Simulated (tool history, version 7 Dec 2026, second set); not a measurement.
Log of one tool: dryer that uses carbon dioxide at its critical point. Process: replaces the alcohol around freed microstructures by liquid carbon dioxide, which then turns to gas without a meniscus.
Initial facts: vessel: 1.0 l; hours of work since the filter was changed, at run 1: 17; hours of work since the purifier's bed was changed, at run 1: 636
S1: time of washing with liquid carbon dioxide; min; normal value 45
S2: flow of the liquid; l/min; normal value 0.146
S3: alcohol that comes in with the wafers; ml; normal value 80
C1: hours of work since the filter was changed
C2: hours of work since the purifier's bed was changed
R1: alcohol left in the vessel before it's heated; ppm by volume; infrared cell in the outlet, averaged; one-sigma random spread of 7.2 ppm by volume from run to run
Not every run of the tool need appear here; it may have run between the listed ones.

run,hour,S1,S2,S3,C1,C2,R1
1,0.0,45,0.146,80,17,636,441
2,23.0,45,0.146,80,32,651,461
3,38.7,45,0.114,80,42,661,1351
4,65.5,45,0.114,80,60,679,1300
5,86.3,45,0.114,65,74,693,1146
6,109.6,45,0.172,80,89,708,236
7,127.6,45,0.172,80,101,720,247
8,147.0,45,0.172,80,114,733,242
9,174.4,45,0.172,80,132,751,255
10,201.0,45,0.146,80,149,769,499
11,213.7,45,0.146,80,158,777,501
12,235.7,45,0.146,80,172,792,510
13,251.1,45,0.146,80,183,802,508
14,264.3,45,0.146,80,191,811,511
15,280.4,45,0.146,80,202,821,519
16,305.1,65,0.146,117,218,838,179
17,335.2,38,0.146,40,238,858,577
18,361.7,27,0.146,80,256,875,3498
19,390.7,64,0.160,74,275,894,156
20,411.8,49,0.245,74,289,908,148
21,425.3,49,0.245,74,298,917,140
22,440.2,49,0.190,89,308,927,189
23,457.1,49,0.190,89,319,938,188
24,475.1,37,0.139,22,331,950,508
25,498.7,37,0.142,22,346,966,473
26,517.3,59,0.142,34,359,978,195
27,536.0,35,0.138,69,371,990,1680
28,548.7,66,0.138,43,379,999,186
29,578.5,66,0.138,43,399,1019,193
30,606.2,66,0.138,43,418,1037,187

Results per run with the tool's hidden condition removed, run-to-run variation unchanged:
Hidden conditions of the tool in this case: flow that reaches the vessel past the clogged filter, %; alcohol in the recycled carbon dioxide, ppm; drift of the gauge itself on alcohol_ppm, %.
run,R1
1,340
2,352
3,1220
4,1162
5,1000
6,121
7,127
8,124
9,126
10,346
11,345
12,352
13,346
14,344
15,349
16,43
17,397
18,3049
19,20
20,10
21,0
22,38
23,39
24,311
25,275
26,40
27,1288
28,27
29,27
30,20
